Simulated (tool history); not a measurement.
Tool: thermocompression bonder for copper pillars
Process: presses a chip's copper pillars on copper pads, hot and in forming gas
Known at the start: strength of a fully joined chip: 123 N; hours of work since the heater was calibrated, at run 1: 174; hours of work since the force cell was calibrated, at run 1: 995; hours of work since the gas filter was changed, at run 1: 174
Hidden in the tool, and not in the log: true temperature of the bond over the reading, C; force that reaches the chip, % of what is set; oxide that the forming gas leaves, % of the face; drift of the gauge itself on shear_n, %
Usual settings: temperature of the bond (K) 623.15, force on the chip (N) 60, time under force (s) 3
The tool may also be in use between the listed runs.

run   hour  temperature of the bond (K)  force on the chip (N)  time under force (s)  hours of work since the heater was calibrated  hours of work since the force cell was calibrated  hours of work since the gas filter was changed  force that shears a chip off (N)
  1      0                       623.15                     60                     3                                            174                                                995                                             174                              69.2
  2   45.1                       623.15                     60                     3                                            193                                               1013                                             193                              67.2
  3   87.9                       623.15                     73                     3                                            210                                               1031                                             210                                79
  4  150.9                       623.15                     73                     3                                            236                                               1057                                             236                              76.8
  5  178.7                       623.15                     73                     3                                            247                                               1068                                             247                              78.7
  6  220.3                       623.15                     73                     3                                            264                                               1085                                             264                              77.9
  7  254.3                       623.15                     73                     3                                            278                                               1099                                             278                              78.3
  8  314.9                       623.15                     60                     3                                            303                                               1124                                             303                              66.5
  9  367.8                       623.15                     60                     3                                            325                                               1145                                             325                              66.2
 10    422                       623.15                     60                     3                                            347                                               1167                                             347                              63.8
     457.3  -- forming gas filter changed
 11  484.5                       623.15                     60                     3                                            372                                               1193                                              11                              66.9
     490.7  -- heater calibrated with a thermocouple chip
 12  524.8                       623.15                     60                     3                                             14                                               1208                                              27                              65.1
 13  578.9                       623.15                     60                     3                                             36                                               1230                                              49                              64.4
 14  643.6                       595.15                     47                     3                                             62                                               1257                                              75                              37.3
     682.5  -- heater calibrated with a thermocouple chip, once more
 15  696.9                       623.15                     86                     3                                              6                                               1278                                              96                                91
 16  746.7                       617.15                     60                     4                                             26                                               1298                                             117                              75.2

The next listed run, before its measurement:
 17  782.7                       617.15                     42                     4                                             41                                               1313                                             131                                 ?

force that shears a chip off (N): 55.4
Without the tool's hidden state the same run would have given force that shears a chip off (N) 52.3.

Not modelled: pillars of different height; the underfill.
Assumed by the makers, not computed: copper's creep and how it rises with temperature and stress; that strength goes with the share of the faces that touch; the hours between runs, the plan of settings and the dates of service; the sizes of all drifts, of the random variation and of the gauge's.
